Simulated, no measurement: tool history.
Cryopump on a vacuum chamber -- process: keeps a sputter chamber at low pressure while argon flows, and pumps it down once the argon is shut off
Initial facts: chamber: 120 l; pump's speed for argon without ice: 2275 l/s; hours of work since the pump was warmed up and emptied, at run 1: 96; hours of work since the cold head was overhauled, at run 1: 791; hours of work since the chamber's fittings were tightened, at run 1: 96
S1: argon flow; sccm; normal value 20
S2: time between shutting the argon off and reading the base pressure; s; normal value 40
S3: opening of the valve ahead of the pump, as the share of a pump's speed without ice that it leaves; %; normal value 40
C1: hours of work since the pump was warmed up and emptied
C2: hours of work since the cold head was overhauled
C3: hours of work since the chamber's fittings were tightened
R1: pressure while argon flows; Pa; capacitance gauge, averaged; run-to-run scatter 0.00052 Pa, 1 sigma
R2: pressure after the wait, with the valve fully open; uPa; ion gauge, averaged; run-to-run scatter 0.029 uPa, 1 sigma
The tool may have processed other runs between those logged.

| run | hour | S1 | S2 | S3 | C1 | C2 | C3 | R1 | R2 |
|---|---|---|---|---|---|---|---|---|---|
| 1 | 0.0 | 20 | 40 | 40 | 96 | 791 | 96 | 0.0369 | 1.45 |
| 2 | 25.1 | 20 | 40 | 40 | 111 | 806 | 111 | 0.0374 | 1.49 |
| 3 | 54.8 | 20 | 40 | 40 | 129 | 824 | 129 | 0.0376 | 1.46 |
| 4 | 78.1 | 20 | 190 | 40 | 143 | 838 | 143 | 0.0384 | 0.49 |
| 5 | 130.9 | 20 | 40 | 40 | 175 | 869 | 175 | 0.0381 | 1.55 |
| 6 | 187.8 | 20 | 40 | 40 | 209 | 904 | 209 | 0.0388 | 1.51 |
| 7 | 216.8 | 9 | 40 | 40 | 227 | 921 | 227 | 0.0174 | 1.51 |
| 8 | 262.2 | 9 | 40 | 40 | 254 | 949 | 254 | 0.0169 | 1.58 |
| 9 | 315.0 | 9 | 40 | 40 | 286 | 980 | 286 | 0.0177 | 1.58 |
| 10 | 353.8 | 9 | 40 | 40 | 309 | 1004 | 309 | 0.0173 | 1.67 |
| 11 | 394.1 | 20 | 40 | 40 | 334 | 1028 | 334 | 0.0391 | 1.59 |
| 12 | 441.6 | 20 | 40 | 40 | 362 | 1057 | 362 | 0.0387 | 1.68 |
| 13 | 475.2 | 20 | 40 | 40 | 383 | 1077 | 383 | 0.0390 | 1.72 |
| 14 | 500.8 | 20 | 40 | 40 | 398 | 1092 | 398 | 0.0400 | 1.68 |
| 15 | 552.0 | 20 | 40 | 40 | 429 | 1123 | 429 | 0.0403 | 1.69 |
| 16 | 605.7 | 20 | 40 | 40 | 461 | 1156 | 461 | 0.0393 | 1.79 |
| 17 | 629.3 | 29 | 40 | 40 | 475 | 1170 | 475 | 0.0586 | 1.78 |
| 18 | 664.6 | 29 | 40 | 40 | 497 | 1191 | 497 | 0.0592 | 1.78 |
| 19 | 699.5 | 35 | 40 | 23 | 518 | 1212 | 518 | 0.1209 | 1.78 |
| 20 | 727.8 | 35 | 40 | 23 | 535 | 1229 | 535 | 0.1195 | 1.85 |
| 21 | 763.8 | 38 | 23 | 46 | 556 | 1251 | 556 | 0.0692 | 2.80 |
| 22 | 794.1 | 33 | 28 | 41 | 575 | 1269 | 575 | 0.0668 | 2.36 |
| 23 | 834.0 | 33 | 28 | 41 | 599 | 1293 | 599 | 0.0664 | 2.43 |
| 24 | 870.7 | 33 | 28 | 41 | 621 | 1315 | 621 | 0.0661 | 2.46 |
| 25 | 896.3 | 33 | 28 | 41 | 636 | 1331 | 636 | 0.0681 | 2.49 |
| 26 | 952.3 | 20 | 49 | 40 | 670 | 1364 | 670 | 0.0424 | 1.78 |
|  | 971.1 | pump warmed up, emptied and cooled again |
| 27 | 1003.8 | 17 | 197 | 16 | 20 | 1392 | 698 | 0.0795 | 0.87 |

Run 28 is up next; what results do you expect?
| 28 | 1055.6 | 8 | 31 | 21 | 51 | 1424 | 729 | ? | ? |

{"run 28": {"R1": 0.028, "R2": 2.29}}
On a tool with no hidden condition, and with the same random variation, this run would have come out at R1 0.0277 Pa, R2 1.78 uPa.
